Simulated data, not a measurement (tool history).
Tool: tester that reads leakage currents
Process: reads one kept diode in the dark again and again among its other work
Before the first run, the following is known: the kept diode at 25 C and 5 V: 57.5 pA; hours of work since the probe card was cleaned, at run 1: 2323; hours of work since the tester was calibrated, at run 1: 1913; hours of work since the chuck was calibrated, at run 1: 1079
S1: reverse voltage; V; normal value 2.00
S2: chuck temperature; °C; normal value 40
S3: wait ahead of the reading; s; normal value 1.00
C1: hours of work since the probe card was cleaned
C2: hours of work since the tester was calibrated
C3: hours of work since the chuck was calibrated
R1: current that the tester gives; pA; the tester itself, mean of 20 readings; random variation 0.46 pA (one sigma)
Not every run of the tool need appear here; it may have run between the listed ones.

run    hour     S1  S2    S3    C1    C2    C3      R1
  1     0.0   2.00  40  1.00  2323  1913  1079  141.24
      222.6  -- tester calibrated
  2   222.6   2.00  40  1.00  2477     0  1234  142.10
  3   422.0   2.00  60  1.00  2617   140  1374  633.74
  4   579.6   1.55  40  1.00  2728   250  1484  127.90
  5   698.0   1.55  40  1.00  2811   333  1567  126.98
      773.1  -- chuck's temperature calibrated
  6   878.7   2.00  51  1.00  2936   459    74  351.38
  7  1074.1   2.00  32  1.00  3073   596   211   79.05
  8  1321.2   2.00  32  1.00  3246   769   384   78.20
  9  1537.5   2.00  32  1.00  3398   920   536   77.31
 10  1651.1   2.00  40  1.00  3477  1000   615  146.03
 11  1803.1   2.00  40  6.99  3584  1107   722  145.00
 12  1960.9   2.00  40  1.00  3695  1217   833  144.98
     2007.1  -- probe card cleaned and baked
 13  2210.6   2.00  40  1.00   143  1390  1006  138.77
 14  2404.3   2.00  40  1.00   278  1526  1141  137.71
 15  2590.4   2.00  40  1.00   409  1656  1272  137.39
 16  2697.2   2.00  31  1.00   484  1731  1347   64.97
 17  2908.4   2.00  31  1.00   632  1879  1495   64.35
 18  3067.5   2.00  31  1.00   743  1991  1606   63.69
     3085.7  -- chuck's temperature calibrated
     3180.4  -- tester calibrated
 19  3278.8   2.00  31  1.00   889    69   134   72.14
 20  3514.1   2.00  39  1.00  1054   234   299  137.54
 21  3714.2   2.00  39  1.00  1194   374   439  137.17
 22  3817.3   2.00  30  1.14  1266   447   512   64.61
 23  4020.9   2.33  30  1.14  1409   589   654   67.71
 24  4232.7   7.36  24  1.86  1558   738   803   62.05
 25  4468.8  18.82  26  1.00  1723   903   968  107.36
 26  4648.5   3.43  40  1.00  1849  1029  1094  171.18
 27  4842.7   3.43  40  1.00  1985  1165  1230  169.89
 28  5083.9  18.34  40  3.28  2154  1334  1399  303.53
 29  5303.3   5.62  21  1.88  2308  1488  1553   43.48
     5394.6  -- chuck's temperature calibrated
 30  5496.4  18.80  50  1.00  2442  1622    71  691.86
 31  5662.5  18.80  50  1.00  2558  1739   188  694.68
 32  5770.9  18.80  50  1.00  2634  1815   264  690.33
 33  5878.0  18.80  50  1.00  2710  1890   339  687.43
 34  6074.7   3.73  34  1.00  2847  2028   477  113.12
     6138.9  -- tester calibrated
 35  6256.1  18.65  28  2.07  2973    82   603  135.74
 36  6388.5  18.65  28  2.07  3066   175   695  136.12
 37  6638.3   2.06  43  0.37  3241   350   870  185.92
 38  6758.1   2.06  43  0.37  3325   434   954  184.11
 39  6977.0   1.62  38  1.81  3479   588  1108  113.39

Branching from run 39: 3 alternative next runs. What would each branch give?
  A  7129.0  9.22  40  4.19  3585  694  1215   ?
  B  7129.0  1.17  38  1.81  3585  694  1215   ?
  C  7129.0  1.26  39  1.81  3585  694  1215   ?

run      R1
  A  242.39
  B   99.76
  C  111.63
Without the tool's hidden state the same runs would have given:
run      R1
  A  249.07
  B  107.20
  C  119.96

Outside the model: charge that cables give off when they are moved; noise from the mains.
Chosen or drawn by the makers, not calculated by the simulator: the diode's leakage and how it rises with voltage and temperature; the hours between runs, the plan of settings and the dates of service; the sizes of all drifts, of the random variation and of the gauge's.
